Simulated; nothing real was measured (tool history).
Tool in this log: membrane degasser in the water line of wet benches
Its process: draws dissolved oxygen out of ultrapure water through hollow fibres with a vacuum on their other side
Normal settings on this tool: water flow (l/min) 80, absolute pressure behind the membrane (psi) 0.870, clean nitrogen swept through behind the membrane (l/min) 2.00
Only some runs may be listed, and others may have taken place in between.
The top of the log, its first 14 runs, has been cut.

run	day	water flow (l/min)	absolute pressure behind the membrane (psi)	clean nitrogen swept through behind the membrane (l/min)	hours since the membrane was changed	hours since the vacuum gauge was calibrated	hours since the vacuum lines were made tight	dissolved oxygen in the water behind the degasser (ppb)	pressure that the water loses in the fibres (psi)
15	36.421	80	0.870	1.08	2021	1901	2131	355.8	6.325
16	38.804	105	0.870	1.08	2079	1958	2188	450.3	8.364
17	40.488	80	0.879	3.40	2119	1999	2229	155.8	6.399
18	43.558	69	0.879	2.38	2193	2073	2302	179.1	5.498
19	46.100	69	0.825	4.65	2254	2134	2363	90.0	5.482
20	48.242	52	0.870	5.44	2305	2185	2415	64.7	4.183
21	50.079	68	0.870	1.32	2349	2229	2459	272.1	5.385
22	51.788	51	0.860	4.00	2390	2270	2500	82.0	4.035
23	54.217	72	1.942	3.38	2448	2328	2558	465.3	5.720
24	57.054	127	1.089	3.38	2517	2396	2626	396.5	10.111
25	58.633	73	1.089	1.08	2555	2434	2664	499.8	5.874
26	61.033	59	1.297	1.33	2612	2492	2722	479.1	4.709
27	63.158	85	2.107	0.85	2663	2543	2773	1534.0	6.844
28	64.942	80	0.619	2.00	2706	2586	2815	99.0	6.395
29	67.600	83	1.076	2.00	2770	2650	2879	349.9	6.663
30	70.575	55	0.986	1.12	2841	2721	2951	327.3	4.325
31	72.067	55	0.986	1.12	2877	2757	2986	330.2	4.363
32	74.558	80	0.870	3.29	2937	2817	3046	158.4	6.376

Each row is a separate what-if for the run after 32, all from the same tool condition, not one after another. Results?
A	76.662	80	1.787	3.29	2987	2867	3097	?	?
B	76.662	80	1.083	3.29	2987	2867	3097	?	?
C	76.662	50	0.870	2.00	2987	2867	3097	?	?

run	dissolved oxygen in the water behind the degasser (ppb)	pressure that the water loses in the fibres (psi)
A	476.4	6.401
B	233.7	6.395
C	151.7	4.036
Without the tool's hidden state the same runs would have given:
run	dissolved oxygen in the water behind the degasser (ppb)	pressure that the water loses in the fibres (psi)
A	473.1	6.257
B	230.7	6.251
C	150.2	3.948

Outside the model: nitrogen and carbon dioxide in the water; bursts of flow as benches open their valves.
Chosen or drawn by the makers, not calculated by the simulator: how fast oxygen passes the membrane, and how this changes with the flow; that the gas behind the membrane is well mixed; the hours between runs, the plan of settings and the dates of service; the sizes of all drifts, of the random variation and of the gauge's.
